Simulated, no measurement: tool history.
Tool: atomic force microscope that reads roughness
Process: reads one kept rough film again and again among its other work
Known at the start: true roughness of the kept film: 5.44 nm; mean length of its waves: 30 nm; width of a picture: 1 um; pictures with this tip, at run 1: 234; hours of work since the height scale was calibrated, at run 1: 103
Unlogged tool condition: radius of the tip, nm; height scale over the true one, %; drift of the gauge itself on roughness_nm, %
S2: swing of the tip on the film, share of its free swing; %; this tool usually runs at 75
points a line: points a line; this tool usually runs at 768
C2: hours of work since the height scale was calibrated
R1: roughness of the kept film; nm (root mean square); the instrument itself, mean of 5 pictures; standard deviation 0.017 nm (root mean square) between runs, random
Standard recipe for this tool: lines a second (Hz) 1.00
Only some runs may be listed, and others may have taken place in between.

{"run": 1, "hour": 0.0, "lines a second (Hz)": 1.0, "S2": 75, "points a line": 768, "pictures with this tip": 234, "C2": 103, "R1": 3.167}
{"hour": 18.6, "done": "new tip fitted"}
{"run": 2, "hour": 19.3, "lines a second (Hz)": 1.0, "S2": 75, "points a line": 768, "pictures with this tip": 1, "C2": 113, "R1": 3.966}
{"run": 3, "hour": 31.6, "lines a second (Hz)": 1.0, "S2": 75, "points a line": 768, "pictures with this tip": 22, "C2": 119, "R1": 3.921}
{"run": 4, "hour": 50.6, "lines a second (Hz)": 1.0, "S2": 75, "points a line": 768, "pictures with this tip": 53, "C2": 129, "R1": 3.781}
{"run": 5, "hour": 59.8, "lines a second (Hz)": 1.0, "S2": 75, "points a line": 768, "pictures with this tip": 69, "C2": 134, "R1": 3.714}
{"run": 6, "hour": 77.8, "lines a second (Hz)": 1.0, "S2": 75, "points a line": 768, "pictures with this tip": 99, "C2": 143, "R1": 3.594}
{"run": 7, "hour": 87.7, "lines a second (Hz)": 1.0, "S2": 75, "points a line": 492, "pictures with this tip": 115, "C2": 148, "R1": 3.576}
{"hour": 90.1, "done": "height scale calibrated on a step standard"}
{"run": 8, "hour": 107.7, "lines a second (Hz)": 1.0, "S2": 76, "points a line": 320, "pictures with this tip": 147, "C2": 9, "R1": 3.406}
{"run": 9, "hour": 126.9, "lines a second (Hz)": 1.0, "S2": 76, "points a line": 320, "pictures with this tip": 179, "C2": 19, "R1": 3.315}
{"run": 10, "hour": 139.4, "lines a second (Hz)": 1.0, "S2": 80, "points a line": 534, "pictures with this tip": 200, "C2": 25, "R1": 3.217}
{"hour": 148.4, "done": "height scale calibrated on a step standard, once more"}
{"run": 11, "hour": 151.2, "lines a second (Hz)": 3.37, "S2": 56, "points a line": 749, "pictures with this tip": 219, "C2": 1, "R1": 3.245}
{"run": 12, "hour": 159.5, "lines a second (Hz)": 0.77, "S2": 86, "points a line": 816, "pictures with this tip": 232, "C2": 6, "R1": 3.159}
{"hour": 178.2, "done": "new tip fitted"}
{"run": 13, "hour": 178.2, "lines a second (Hz)": 0.77, "S2": 86, "points a line": 816, "pictures with this tip": 0, "C2": 15, "R1": 3.921}

Forecast each of these 5 alternatives for the next run:
{"run": "A", "hour": 196.8, "lines a second (Hz)": 0.86, "S2": 61, "points a line": 882, "pictures with this tip": 31, "C2": 25, "R1": "?"}
{"run": "B", "hour": 196.8, "lines a second (Hz)": 0.58, "S2": 75, "points a line": 768, "pictures with this tip": 31, "C2": 25, "R1": "?"}
{"run": "C", "hour": 196.8, "lines a second (Hz)": 0.89, "S2": 76, "points a line": 816, "pictures with this tip": 31, "C2": 25, "R1": "?"}
{"run": "D", "hour": 196.8, "lines a second (Hz)": 0.83, "S2": 63, "points a line": 344, "pictures with this tip": 31, "C2": 25, "R1": "?"}
{"run": "E", "hour": 196.8, "lines a second (Hz)": 0.77, "S2": 86, "points a line": 381, "pictures with this tip": 31, "C2": 25, "R1": "?"}

run=A R1=4.092
run=B R1=4.002
run=C R1=3.891
run=D R1=4.046
run=E R1=3.760
Stripped of hidden state, with their random variation kept, the same runs would have yielded:
run=A R1=4.268
run=B R1=4.174
run=C R1=4.058
run=D R1=4.220
run=E R1=3.922

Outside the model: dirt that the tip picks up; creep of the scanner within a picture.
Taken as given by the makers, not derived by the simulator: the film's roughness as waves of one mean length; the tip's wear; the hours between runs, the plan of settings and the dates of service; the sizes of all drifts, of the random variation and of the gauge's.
